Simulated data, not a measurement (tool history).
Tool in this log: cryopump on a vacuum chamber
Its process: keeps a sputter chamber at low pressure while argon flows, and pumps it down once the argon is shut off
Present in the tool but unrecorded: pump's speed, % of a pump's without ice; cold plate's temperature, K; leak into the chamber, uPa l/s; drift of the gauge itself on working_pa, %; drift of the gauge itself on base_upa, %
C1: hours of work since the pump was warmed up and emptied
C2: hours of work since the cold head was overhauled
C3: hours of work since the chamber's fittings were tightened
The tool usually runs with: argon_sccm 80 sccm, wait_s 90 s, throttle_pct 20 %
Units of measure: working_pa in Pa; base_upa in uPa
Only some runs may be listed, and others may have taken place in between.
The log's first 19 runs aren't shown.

Run 20, hour 1407.2: usual settings but argon_sccm 106 sccm; C1 402; C2 1435; C3 733. Result: working_pa 0.4938 Pa, base_upa 1.45 uPa.
Run 21, hour 1458.2: usual settings but argon_sccm 106 sccm; C1 432; C2 1465; C3 764. Result: working_pa 0.4905 Pa, base_upa 1.43 uPa.
Run 22, hour 1513.2: usual settings but argon_sccm 106 sccm; C1 465; C2 1498; C3 796. Result: working_pa 0.4962 Pa, base_upa 1.52 uPa.
Run 23, hour 1592.8: usual settings but wait_s 67 s, throttle_pct 60 %; C1 512; C2 1545; C3 843. Result: working_pa 0.1308 Pa, base_upa 1.79 uPa.
Run 24, hour 1639.6: usual settings but argon_sccm 52 sccm; C1 540; C2 1573; C3 871. Result: working_pa 0.2423 Pa, base_upa 1.55 uPa.
Run 25, hour 1684.1: usual settings but argon_sccm 120 sccm, wait_s 31 s, throttle_pct 16 %; C1 566; C2 1599; C3 897. Result: working_pa 0.6961 Pa, base_upa 2.96 uPa.
Run 26, hour 1752.2: usual settings but argon_sccm 56 sccm; C1 606; C2 1639; C3 938. Result: working_pa 0.2630 Pa, base_upa 1.65 uPa.
Run 27, hour 1830.8: usual settings but argon_sccm 56 sccm, wait_s 24 s, throttle_pct 26 %; C1 653; C2 1686; C3 984. Result: working_pa 0.2037 Pa, base_upa 3.56 uPa.
Run 28, hour 1882.4: usual settings but argon_sccm 58 sccm, wait_s 82 s, throttle_pct 26 %; C1 684; C2 1717; C3 1015. Result: working_pa 0.2115 Pa, base_upa 1.76 uPa.
Run 29, hour 1980.5: usual settings but argon_sccm 50 sccm, wait_s 64 s; C1 742; C2 1775; C3 1073. Result: working_pa 0.2370 Pa, base_upa 2.07 uPa.
Run 30, hour 2053.6: usual settings but argon_sccm 76 sccm, wait_s 158 s, throttle_pct 50 %; C1 785; C2 1818; C3 1116. Result: working_pa 0.1507 Pa, base_upa 1.50 uPa.
Run 31, hour 2151.3: usual settings but wait_s 152 s; C1 843; C2 1876; C3 1174. Result: working_pa 0.3763 Pa, base_upa 1.56 uPa.
Run 32, hour 2229.4: usual settings but wait_s 152 s; C1 889; C2 1922; C3 1221. Result: working_pa 0.3777 Pa, base_upa 1.65 uPa.
Run 33, hour 2314.4: usual settings but wait_s 152 s; C1 940; C2 1973; C3 1271. Result: working_pa 0.3814 Pa, base_upa 1.66 uPa.

Forecast each of these 4 alternatives for the next run:
Run A, hour 2366.1: usual settings but argon_sccm 73 sccm, wait_s 125 s, throttle_pct 21 %; C1 970; C2 2003; C3 1302. Result: working_pa ?, base_upa ?.
Run B, hour 2366.1: usual settings but wait_s 152 s, throttle_pct 17 %; C1 970; C2 2003; C3 1302. Result: working_pa ?, base_upa ?.
Run C, hour 2366.1: usual settings but argon_sccm 128 sccm, wait_s 97 s, throttle_pct 35 %; C1 970; C2 2003; C3 1302. Result: working_pa ?, base_upa ?.
Run D, hour 2366.1: usual settings but argon_sccm 103 sccm, wait_s 78 s, throttle_pct 29 %; C1 970; C2 2003; C3 1302. Result: working_pa ?, base_upa ?.

run  working_pa  base_upa
  A      0.3323      1.81
  B      0.4478      1.68
  C      0.3620      1.92
  D      0.3477      2.06
Take away the tool's hidden state, keep each run's random variation, and the runs would have read:
run  working_pa  base_upa
  A      0.3170      0.67
  B      0.4309      0.57
  C      0.3350      0.81
  D      0.3259      0.95
